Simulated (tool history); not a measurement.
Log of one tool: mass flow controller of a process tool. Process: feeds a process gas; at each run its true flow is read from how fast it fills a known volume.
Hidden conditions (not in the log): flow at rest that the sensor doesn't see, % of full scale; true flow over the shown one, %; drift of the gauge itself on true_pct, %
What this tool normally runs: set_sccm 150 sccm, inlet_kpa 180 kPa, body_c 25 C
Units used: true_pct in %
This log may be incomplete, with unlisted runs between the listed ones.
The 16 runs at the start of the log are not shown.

| run | hour | set_sccm | inlet_kpa | body_c | hours of work since the controller was set to zero | hours of work since the controller was changed | true_pct |
|---|---|---|---|---|---|---|---|
| 17 | 897.7 | 150 | 152 | 25 | 359 | 359 | 99.12 |
| 18 | 960.4 | 58 | 149 | 25 | 378 | 378 | 98.92 |
| 19 | 996.4 | 150 | 180 | 21 | 389 | 389 | 99.37 |
| 20 | 1040.8 | 150 | 180 | 21 | 403 | 403 | 99.33 |
| 21 | 1105.9 | 150 | 220 | 34 | 422 | 422 | 99.12 |
| 22 | 1164.5 | 150 | 220 | 34 | 440 | 440 | 99.20 |
| 23 | 1200.3 | 262 | 180 | 25 | 451 | 451 | 99.63 |
| 24 | 1250.0 | 262 | 180 | 25 | 466 | 466 | 99.67 |
| 25 | 1295.6 | 262 | 180 | 25 | 480 | 480 | 99.69 |
| 26 | 1361.6 | 262 | 180 | 25 | 500 | 500 | 99.86 |
| 27 | 1423.3 | 266 | 227 | 21 | 519 | 519 | 99.98 |
| 28 | 1494.2 | 150 | 259 | 25 | 540 | 540 | 99.67 |
| 29 | 1526.9 | 150 | 223 | 25 | 550 | 550 | 99.54 |
| 30 | 1578.4 | 58 | 225 | 25 | 566 | 566 | 99.31 |
| 31 | 1649.8 | 150 | 223 | 38 | 588 | 588 | 99.13 |
| 32 | 1684.3 | 150 | 223 | 38 | 598 | 598 | 99.21 |
| 33 | 1760.7 | 161 | 187 | 25 | 621 | 621 | 99.56 |
| 34 | 1811.2 | 55 | 216 | 39 | 637 | 637 | 99.00 |

Predict each of these 4 candidate next runs independently; none follows another, all start after run 34:
|  | 1818.0 | gauge calibrated |
| A | 1857.9 | 150 | 181 | 25 | 651 | 651 | ? |
|  | 1818.0 | gauge calibrated |
| B | 1857.9 | 471 | 248 | 20 | 651 | 651 | ? |
|  | 1818.0 | gauge calibrated |
| C | 1857.9 | 296 | 241 | 24 | 651 | 651 | ? |
|  | 1818.0 | gauge calibrated |
| D | 1857.9 | 84 | 216 | 39 | 651 | 651 | ? |

| run | true_pct |
|---|---|
| A | 99.04 |
| B | 100.24 |
| C | 99.46 |
| D | 98.40 |
With no hidden state in the tool, these same runs would have given:
| run | true_pct |
|---|---|
| A | 99.03 |
| B | 100.23 |
| C | 99.45 |
| D | 98.38 |

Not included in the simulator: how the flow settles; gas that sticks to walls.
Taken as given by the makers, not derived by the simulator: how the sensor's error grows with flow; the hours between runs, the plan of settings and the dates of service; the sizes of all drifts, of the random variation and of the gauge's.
